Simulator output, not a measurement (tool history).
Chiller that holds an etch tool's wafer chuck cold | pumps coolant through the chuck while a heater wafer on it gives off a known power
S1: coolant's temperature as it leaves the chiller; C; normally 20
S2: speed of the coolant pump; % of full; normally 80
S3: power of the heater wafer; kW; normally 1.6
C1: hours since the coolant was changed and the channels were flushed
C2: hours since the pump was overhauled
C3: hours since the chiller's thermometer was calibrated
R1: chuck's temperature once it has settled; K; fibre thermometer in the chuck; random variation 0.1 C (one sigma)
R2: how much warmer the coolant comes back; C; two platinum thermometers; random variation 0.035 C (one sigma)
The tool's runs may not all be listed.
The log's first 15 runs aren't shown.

{"run": 16, "day": 16.792, "S1": 20, "S2": 76, "S3": 1.6, "C1": 1950, "C2": 1173, "C3": 1284, "R1": 308.55, "R2": 6.4}
{"run": 17, "day": 17.642, "S1": 26, "S2": 78, "S3": 2.359, "C1": 1970, "C2": 1193, "C3": 1304, "R1": 321.25, "R2": 9.14}
{"run": 18, "day": 18.962, "S1": 27, "S2": 63, "S3": 1.113, "C1": 2002, "C2": 1225, "C3": 1336, "R1": 313.15, "R2": 5.42}
{"run": 19, "day": 19.738, "S1": 15, "S2": 63, "S3": 1.113, "C1": 2020, "C2": 1243, "C3": 1354, "R1": 300.95, "R2": 5.43}
{"run": 20, "day": 20.821, "S1": 13, "S2": 65, "S3": 1.113, "C1": 2046, "C2": 1269, "C3": 1380, "R1": 298.75, "R2": 5.27}
{"run": 21, "day": 21.867, "S1": 13, "S2": 97, "S3": 1.043, "C1": 2071, "C2": 1295, "C3": 1406, "R1": 294.15, "R2": 3.17}
{"run": 22, "day": 23.346, "S1": 13, "S2": 97, "S3": 1.043, "C1": 2107, "C2": 1330, "C3": 1441, "R1": 293.85, "R2": 3.19}
{"run": 23, "day": 24.758, "S1": 13, "S2": 97, "S3": 1.043, "C1": 2141, "C2": 1364, "C3": 1475, "R1": 294.05, "R2": 3.2}
{"run": 24, "day": 26.362, "S1": 24, "S2": 97, "S3": 1.043, "C1": 2179, "C2": 1402, "C3": 1513, "R1": 305.05, "R2": 3.16}
{"run": 25, "day": 27.746, "S1": 24, "S2": 61, "S3": 1.043, "C1": 2212, "C2": 1436, "C3": 1547, "R1": 309.75, "R2": 5.33}
{"run": 26, "day": 29.225, "S1": 24, "S2": 61, "S3": 1.043, "C1": 2248, "C2": 1471, "C3": 1582, "R1": 309.85, "R2": 5.31}
{"run": 27, "day": 30.35, "S1": 22, "S2": 63, "S3": 1.907, "C1": 2275, "C2": 1498, "C3": 1609, "R1": 317.85, "R2": 9.4}
{"run": 28, "day": 31.617, "S1": 17, "S2": 84, "S3": 1.6, "C1": 2305, "C2": 1529, "C3": 1640, "R1": 304.45, "R2": 5.71}
{"run": 29, "day": 32.733, "S1": 12, "S2": 77, "S3": 1.152, "C1": 2332, "C2": 1555, "C3": 1666, "R1": 296.35, "R2": 4.57}
{"run": 30, "day": 34.038, "S1": 19, "S2": 77, "S3": 1.152, "C1": 2363, "C2": 1587, "C3": 1698, "R1": 303.25, "R2": 4.56}
{"run": 31, "day": 35.171, "S1": 15, "S2": 71, "S3": 1.472, "C1": 2391, "C2": 1614, "C3": 1725, "R1": 303.85, "R2": 6.37}
{"run": 32, "day": 35.908, "S1": 15, "S2": 71, "S3": 1.472, "C1": 2408, "C2": 1632, "C3": 1742, "R1": 303.75, "R2": 6.39}

3 options for the next run, each taken on its own from the tool as it stands now. Forecast them:
{"run": "A", "day": 37.033, "S1": 28, "S2": 94, "S3": 1.472, "C1": 2435, "C2": 1659, "C3": 1770, "R1": "?", "R2": "?"}
{"run": "B", "day": 37.033, "S1": 23, "S2": 78, "S3": 1.153, "C1": 2435, "C2": 1659, "C3": 1770, "R1": "?", "R2": "?"}
{"run": "C", "day": 37.033, "S1": 27, "S2": 99, "S3": 1.963, "C1": 2435, "C2": 1659, "C3": 1770, "R1": "?", "R2": "?"}

run=A R1=312.85 R2=4.62
run=B R1=307.25 R2=4.47
run=C R1=314.75 R2=5.89
Without the tool's unlogged condition, the same runs would have read:
run=A R1=311.45 R2=4.54
run=B R1=305.95 R2=4.4
run=C R1=313.05 R2=5.79
